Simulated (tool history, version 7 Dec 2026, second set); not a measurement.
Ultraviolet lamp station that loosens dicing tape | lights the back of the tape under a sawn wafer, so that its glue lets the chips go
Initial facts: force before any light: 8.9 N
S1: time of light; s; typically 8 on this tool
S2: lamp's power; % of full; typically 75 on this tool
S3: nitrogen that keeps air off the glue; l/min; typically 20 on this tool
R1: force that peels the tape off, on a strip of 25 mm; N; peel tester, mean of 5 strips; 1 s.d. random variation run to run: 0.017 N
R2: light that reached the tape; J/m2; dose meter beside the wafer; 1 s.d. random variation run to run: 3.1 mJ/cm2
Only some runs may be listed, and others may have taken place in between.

run	hour	S1	S2	S3	R1	R2
1	0	8	75	20	0.832	4870
2	45	5	75	20	1.867	3010
3	95.9	8	75	20	0.806	4810
4	160.9	8	75	20	0.824	4820
5	217.9	8	77	20	0.759	4930
6	299.5	8	75	20	0.808	4750
7	343.3	8	75	20	0.82	4860
8	393.6	8	75	20	0.832	4800
9	452.9	8	75	20	0.809	4860
10	533.8	8	75	20	0.814	4820
11	619.1	8	75	20	0.827	4860
# hour 637.3: window cleaned of glue's vapour
12	707	8	75	20	0.834	4830
13	752.3	8	75	20	0.812	4790
14	836.6	6	75	25	1.209	3650
15	907.9	6	75	25	1.226	3590
16	949.4	6	75	25	1.237	3630
17	1024.1	8	86	13	0.843	5560
18	1109.3	7	69	13	1.655	3880
19	1167.6	7	69	13	1.585	3900

What will run 20 give?
20	1226.4	7	69	13	?	?

Run 20 gave R1 1.638 N, R2 3910 J/m2.
The same run, on a tool lacking any hidden state, would have yielded R1 1.634 N, R2 3920 J/m2.
